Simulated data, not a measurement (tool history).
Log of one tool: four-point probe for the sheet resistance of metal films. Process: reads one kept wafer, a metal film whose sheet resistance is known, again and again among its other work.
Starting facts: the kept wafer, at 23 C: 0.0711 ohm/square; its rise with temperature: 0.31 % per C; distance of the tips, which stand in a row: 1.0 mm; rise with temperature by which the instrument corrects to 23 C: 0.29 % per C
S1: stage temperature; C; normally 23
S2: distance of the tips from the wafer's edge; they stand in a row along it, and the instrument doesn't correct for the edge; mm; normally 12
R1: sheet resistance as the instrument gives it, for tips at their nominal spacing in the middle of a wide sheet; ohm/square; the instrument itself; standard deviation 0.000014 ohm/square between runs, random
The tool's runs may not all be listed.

{"run": 1, "hour": 0.0, "S1": 23, "S2": 12, "R1": 0.071356}
{"run": 2, "hour": 93.2, "S1": 23, "S2": 12, "R1": 0.071382}
{"run": 3, "hour": 166.3, "S1": 23, "S2": 12, "R1": 0.071382}
{"run": 4, "hour": 240.6, "S1": 23, "S2": 12, "R1": 0.071375}
{"run": 5, "hour": 299.5, "S1": 23, "S2": 25, "R1": 0.071136}
{"run": 6, "hour": 377.9, "S1": 23, "S2": 25, "R1": 0.071157}
{"run": 7, "hour": 450.0, "S1": 23, "S2": 25, "R1": 0.071185}
{"run": 8, "hour": 508.1, "S1": 20, "S2": 4, "R1": 0.073377}
{"run": 9, "hour": 608.8, "S1": 27, "S2": 15, "R1": 0.071337}
{"run": 10, "hour": 671.7, "S1": 21, "S2": 12, "R1": 0.071332}
{"run": 11, "hour": 729.4, "S1": 21, "S2": 12, "R1": 0.071354}
{"run": 12, "hour": 800.5, "S1": 21, "S2": 12, "R1": 0.071374}
{"run": 13, "hour": 861.8, "S1": 21, "S2": 12, "R1": 0.07135}

Per-run results on a tool with no hidden state, each run keeping its own random variation:
The hidden state here: inner tips' distance over the nominal, %; tips' flats over new ones', %; wafer's true temperature over the reading, C; drift of the gauge itself on sheet_ohm, %.
run=1 R1=0.071346
run=2 R1=0.071371
run=3 R1=0.071371
run=4 R1=0.071363
run=5 R1=0.071124
run=6 R1=0.071145
run=7 R1=0.071172
run=8 R1=0.073364
run=9 R1=0.071324
run=10 R1=0.071319
run=11 R1=0.07134
run=12 R1=0.07136
run=13 R1=0.071336

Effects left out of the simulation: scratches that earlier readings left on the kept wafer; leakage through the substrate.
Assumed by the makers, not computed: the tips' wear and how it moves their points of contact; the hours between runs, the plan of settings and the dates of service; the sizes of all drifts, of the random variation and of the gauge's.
